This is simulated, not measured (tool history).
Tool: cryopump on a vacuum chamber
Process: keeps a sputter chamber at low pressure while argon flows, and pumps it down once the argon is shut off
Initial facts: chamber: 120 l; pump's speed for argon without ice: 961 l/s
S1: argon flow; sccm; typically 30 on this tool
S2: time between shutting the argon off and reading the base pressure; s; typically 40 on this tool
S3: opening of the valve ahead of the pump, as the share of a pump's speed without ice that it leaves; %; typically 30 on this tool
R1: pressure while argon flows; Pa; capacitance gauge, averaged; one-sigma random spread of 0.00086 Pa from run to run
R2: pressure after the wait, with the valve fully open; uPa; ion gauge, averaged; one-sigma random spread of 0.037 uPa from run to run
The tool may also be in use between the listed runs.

run,day,S1,S2,S3,R1,R2
1,0.000,30,40,30,0.1952,4.11
2,1.142,30,277,30,0.1942,2.53
# day 3.075: pump warmed up, emptied and cooled again
3,3.458,30,277,30,0.1755,1.93
4,5.521,30,277,30,0.1760,1.98
5,7.821,30,40,37,0.1449,3.55
6,9.350,30,40,37,0.1451,3.46
7,11.600,34,40,30,0.2029,3.64
8,13.350,24,40,30,0.1441,3.77
9,15.629,27,40,30,0.1616,3.63
10,17.633,27,40,30,0.1622,3.71
11,19.750,30,40,30,0.1800,3.83
12,20.792,30,40,30,0.1800,3.86
13,22.404,30,40,30,0.1817,3.90
14,23.783,30,40,30,0.1836,3.97
15,25.854,19,40,19,0.1797,3.88
16,27.871,24,40,19,0.2288,4.01
17,29.083,24,40,19,0.2300,4.04
18,30.562,17,40,19,0.1627,3.91
19,32.179,13,277,22,0.1083,2.55
20,33.783,13,277,22,0.1073,2.67
21,35.246,50,37,16,0.5685,4.25
22,36.350,24,40,26,0.1713,4.21
23,38.679,59,255,30,0.3691,2.72
24,40.496,21,133,20,0.1949,3.06
25,41.483,18,141,20,0.1650,3.02
26,43.342,33,46,53,0.1266,4.21

What if the next run were any one of these 3? Each begins from the tool's condition after run 26:
A,45.542,30,28,57,?,?
B,45.542,30,40,16,?,?
C,45.542,30,119,46,?,?

run,R1,R2
A,0.1084,5.23
B,0.3457,4.46
C,0.1318,3.28
What these runs would have given with no unlogged condition in the tool:
run,R1,R2
A,0.0925,2.82
B,0.3297,2.06
C,0.1158,0.90
